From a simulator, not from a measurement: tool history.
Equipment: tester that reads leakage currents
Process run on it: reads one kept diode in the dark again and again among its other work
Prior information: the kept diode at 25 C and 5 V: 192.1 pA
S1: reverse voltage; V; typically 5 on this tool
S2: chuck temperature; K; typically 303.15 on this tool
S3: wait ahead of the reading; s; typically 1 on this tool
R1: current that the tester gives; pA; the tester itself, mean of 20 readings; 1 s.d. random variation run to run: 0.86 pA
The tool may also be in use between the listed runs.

Run 1, hour 0: usual settings. Result: R1 285.44 pA.
Run 2, hour 26.6: usual settings but S3 3.11 s. Result: R1 283.23 pA.
Run 3, hour 56.8: usual settings but S3 3.11 s. Result: R1 285.57 pA.
Run 4, hour 86.2: usual settings but S3 3.11 s. Result: R1 282.88 pA.
Run 5, hour 107.3: usual settings but S3 3.11 s. Result: R1 283.13 pA.
Run 6, hour 142.3: usual settings but S3 3.11 s. Result: R1 282.24 pA.
Run 7, hour 161.2: usual settings but S3 3.11 s. Result: R1 282.32 pA.
Run 8, hour 186.8: usual settings but S3 3.11 s. Result: R1 281.83 pA.
Run 9, hour 218: usual settings but S3 3.11 s. Result: R1 280.78 pA.
Run 10, hour 244.5: usual settings but S3 3.11 s. Result: R1 280.62 pA.
Run 11, hour 263.8: usual settings but S3 3.11 s. Result: R1 278.44 pA.
Run 12, hour 298.9: usual settings but S3 2.7 s. Result: R1 278.54 pA.
Run 13, hour 319.9: usual settings but S3 2.7 s. Result: R1 279.05 pA.
Run 14, hour 352.5: usual settings. Result: R1 279.74 pA.
Run 15, hour 378.6: usual settings but S1 16.75 V. Result: R1 574.92 pA.
Run 16, hour 397.2: usual settings but S1 16.75 V. Result: R1 573.52 pA.
Run 17, hour 427.6: usual settings but S1 16.75 V, S3 2.14 s. Result: R1 566 pA.
Run 18, hour 459.1: usual settings but S1 16.75 V, S3 2.14 s. Result: R1 566.9 pA.
Run 19, hour 477.5: usual settings but S1 16.75 V, S2 295.15 K, S3 2.14 s. Result: R1 303.53 pA.
Run 20, hour 499: usual settings but S1 16.75 V, S2 295.15 K, S3 2.14 s. Result: R1 304.45 pA.
Run 21, hour 518.5: usual settings but S1 16.75 V, S2 295.15 K, S3 2.14 s. Result: R1 304.18 pA.
Run 22, hour 546.2: usual settings but S1 1.83 V, S2 295.15 K, S3 7.34 s. Result: R1 81 pA.
Run 23, hour 575.3: usual settings but S1 1.83 V, S2 295.15 K, S3 7.34 s. Result: R1 81.18 pA.
Run 24, hour 602.9: usual settings but S1 1.83 V, S2 295.15 K, S3 7.34 s. Result: R1 81.14 pA.
Run 25, hour 627.5: usual settings but S1 1.83 V, S2 305.15 K, S3 1.44 s. Result: R1 176.43 pA.
Run 26, hour 663.9: usual settings but S1 1.83 V, S2 305.15 K, S3 1.44 s. Result: R1 174.85 pA.
Run 27, hour 687: usual settings but S1 19.22 V, S2 305.15 K, S3 3.05 s. Result: R1 705.3 pA.
Run 28, hour 713: usual settings but S1 10.76 V, S2 320.15 K, S3 3.61 s. Result: R1 1456.81 pA.
Run 29, hour 749.7: usual settings but S1 7.12 V, S2 320.15 K, S3 3.61 s. Result: R1 1133.24 pA.
Run 30, hour 764.9: usual settings but S1 7.12 V, S2 320.15 K, S3 3.61 s. Result: R1 1140.51 pA.
Run 31, hour 789: usual settings but S1 7.12 V, S2 299.15 K, S3 3.61 s. Result: R1 245.68 pA.
Run 32, hour 805.5: usual settings but S2 305.15 K, S3 6.43 s. Result: R1 314.49 pA.

Run 33 is up next; what results do you expect?
Run 33, hour 826: usual settings but S1 14.3 V, S2 316.15 K. Result: R1 ?.

R1: 1299.68 pA
Take away the tool's hidden state, keep the run-to-run variation as it was, and the same run would have given R1 1359.85 pA.

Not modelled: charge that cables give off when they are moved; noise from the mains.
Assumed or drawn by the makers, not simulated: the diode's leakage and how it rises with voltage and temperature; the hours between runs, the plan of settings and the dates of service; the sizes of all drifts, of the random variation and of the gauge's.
